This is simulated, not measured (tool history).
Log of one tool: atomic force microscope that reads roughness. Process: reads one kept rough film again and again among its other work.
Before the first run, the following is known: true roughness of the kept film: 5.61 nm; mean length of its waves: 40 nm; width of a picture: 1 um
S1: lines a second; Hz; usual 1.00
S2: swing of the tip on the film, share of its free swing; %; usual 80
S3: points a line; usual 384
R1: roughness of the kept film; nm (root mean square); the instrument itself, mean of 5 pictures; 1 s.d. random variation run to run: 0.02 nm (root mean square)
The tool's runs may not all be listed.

Run 1, hour 0.0: usual settings. Result: R1 4.781 nm (root mean square).
At hour 26.7: new tip fitted.
Run 2, hour 40.6: usual settings. Result: R1 4.760 nm (root mean square).
Run 3, hour 68.4: usual settings. Result: R1 4.754 nm (root mean square).
Run 4, hour 101.3: usual settings. Result: R1 4.798 nm (root mean square).
Run 5, hour 123.9: usual settings. Result: R1 4.788 nm (root mean square).
Run 6, hour 153.6: usual settings. Result: R1 4.781 nm (root mean square).
Run 7, hour 190.5: usual settings. Result: R1 4.756 nm (root mean square).
Run 8, hour 230.1: usual settings but S3 332. Result: R1 4.762 nm (root mean square).
At hour 248.6: new tip fitted.
Run 9, hour 265.3: usual settings but S3 332. Result: R1 4.761 nm (root mean square).
Run 10, hour 286.7: usual settings but S3 332. Result: R1 4.760 nm (root mean square).
Run 11, hour 322.3: usual settings. Result: R1 4.763 nm (root mean square).
Run 12, hour 357.7: usual settings. Result: R1 4.757 nm (root mean square).
Run 13, hour 383.4: usual settings. Result: R1 4.775 nm (root mean square).
Run 14, hour 415.5: usual settings. Result: R1 4.780 nm (root mean square).
Run 15, hour 448.4: usual settings. Result: R1 4.777 nm (root mean square).
At hour 470.7: new tip fitted.
Run 16, hour 485.2: usual settings. Result: R1 4.771 nm (root mean square).
Run 17, hour 521.8: usual settings but S3 382. Result: R1 4.745 nm (root mean square).
Run 18, hour 543.4: usual settings but S3 324. Result: R1 4.783 nm (root mean square).
Run 19, hour 569.2: usual settings but S1 2.84 Hz. Result: R1 4.549 nm (root mean square).
Run 20, hour 605.0: usual settings but S1 2.84 Hz. Result: R1 4.548 nm (root mean square).
Run 21, hour 641.1: usual settings but S1 2.84 Hz. Result: R1 4.525 nm (root mean square).
Run 22, hour 665.8: usual settings but S1 0.90 Hz. Result: R1 4.769 nm (root mean square).
Run 23, hour 688.9: usual settings but S1 0.90 Hz. Result: R1 4.746 nm (root mean square).
At hour 695.0: new tip fitted.
Run 24, hour 711.9: usual settings but S1 0.90 Hz. Result: R1 4.827 nm (root mean square).
Run 25, hour 739.7: usual settings but S1 0.90 Hz. Result: R1 4.742 nm (root mean square).
Run 26, hour 766.2: usual settings. Result: R1 4.785 nm (root mean square).
Run 27, hour 801.9: usual settings. Result: R1 4.733 nm (root mean square).
Run 28, hour 819.4: usual settings. Result: R1 4.747 nm (root mean square).
Run 29, hour 842.4: usual settings but S1 3.21 Hz, S2 63 %, S3 589. Result: R1 4.754 nm (root mean square).
Run 30, hour 872.4: usual settings but S1 1.35 Hz, S2 59 %, S3 289. Result: R1 4.827 nm (root mean square).
Run 31, hour 899.7: usual settings but S1 2.54 Hz, S2 57 %, S3 289. Result: R1 4.802 nm (root mean square).
At hour 919.7: new tip fitted.
Run 32, hour 921.4: usual settings but S3 605. Result: R1 4.788 nm (root mean square).
Run 33, hour 939.6: usual settings but S1 0.60 Hz, S2 64 %, S3 605. Result: R1 4.919 nm (root mean square).
Run 34, hour 967.2: usual settings but S1 0.60 Hz, S2 61 %, S3 824. Result: R1 4.903 nm (root mean square).
Run 35, hour 1001.0: usual settings but S1 2.23 Hz, S2 61 %, S3 299. Result: R1 4.788 nm (root mean square).
Run 36, hour 1037.0: usual settings but S1 3.69 Hz. Result: R1 4.434 nm (root mean square).
Run 37, hour 1072.6: usual settings but S1 0.52 Hz, S3 651. Result: R1 4.830 nm (root mean square).
Run 38, hour 1098.5: usual settings but S1 1.35 Hz, S2 74 %, S3 651. Result: R1 4.763 nm (root mean square).
Run 39, hour 1134.3: usual settings but S1 1.76 Hz, S3 326. Result: R1 4.655 nm (root mean square).
At hour 1142.0: new tip fitted.
Run 40, hour 1151.8: usual settings but S1 0.97 Hz, S2 69 %, S3 395. Result: R1 4.834 nm (root mean square).
Run 41, hour 1188.9: usual settings but S1 0.77 Hz, S2 69 %, S3 476. Result: R1 4.868 nm (root mean square).
Run 42, hour 1224.1: usual settings but S1 0.77 Hz, S2 69 %, S3 476. Result: R1 4.889 nm (root mean square).
Run 43, hour 1255.1: usual settings but S1 1.06 Hz, S2 84 %. Result: R1 4.721 nm (root mean square).
Run 44, hour 1292.4: usual settings but S1 0.68 Hz. Result: R1 4.809 nm (root mean square).
Run 45, hour 1325.5: usual settings but S1 3.53 Hz, S2 90 %, S3 305. Result: R1 4.232 nm (root mean square).
Run 46, hour 1359.1: usual settings but S1 3.53 Hz, S2 90 %, S3 305. Result: R1 4.218 nm (root mean square).
At hour 1364.9: new tip fitted.
Run 47, hour 1395.5: usual settings but S1 3.53 Hz, S2 90 %, S3 305. Result: R1 4.234 nm (root mean square).
Run 48, hour 1434.6: usual settings but S2 87 %, S3 792. Result: R1 4.712 nm (root mean square).
Run 49, hour 1458.3: usual settings but S2 87 %, S3 792. Result: R1 4.731 nm (root mean square).
Run 50, hour 1477.3: usual settings but S1 1.10 Hz, S2 85 %, S3 767. Result: R1 4.744 nm (root mean square).
Run 51, hour 1499.0: usual settings but S1 1.32 Hz, S2 77 %, S3 806. Result: R1 4.801 nm (root mean square).
Run 52, hour 1535.1: usual settings but S1 3.26 Hz, S2 70 %, S3 297. Result: R1 4.614 nm (root mean square).

What if the next run were any one of these 5? Each begins from the tool's condition after run 52:
Run A, hour 1558.2: usual settings but S1 2.44 Hz, S2 65 %, S3 315. Result: R1 ?.
Run B, hour 1558.2: usual settings but S3 560. Result: R1 ?.
Run C, hour 1558.2: usual settings but S1 1.11 Hz, S2 75 %, S3 629. Result: R1 ?.
Run D, hour 1558.2: usual settings but S1 1.31 Hz, S2 71 %. Result: R1 ?.
Run E, hour 1558.2: usual settings but S2 59 %. Result: R1 ?.

run     R1
  A  4.785
  B  4.765
  C  4.806
  D  4.770
  E  4.843
Stripped of hidden state, with their random variation kept, the same runs would have yielded:
run     R1
  A  4.801
  B  4.781
  C  4.822
  D  4.786
  E  4.859
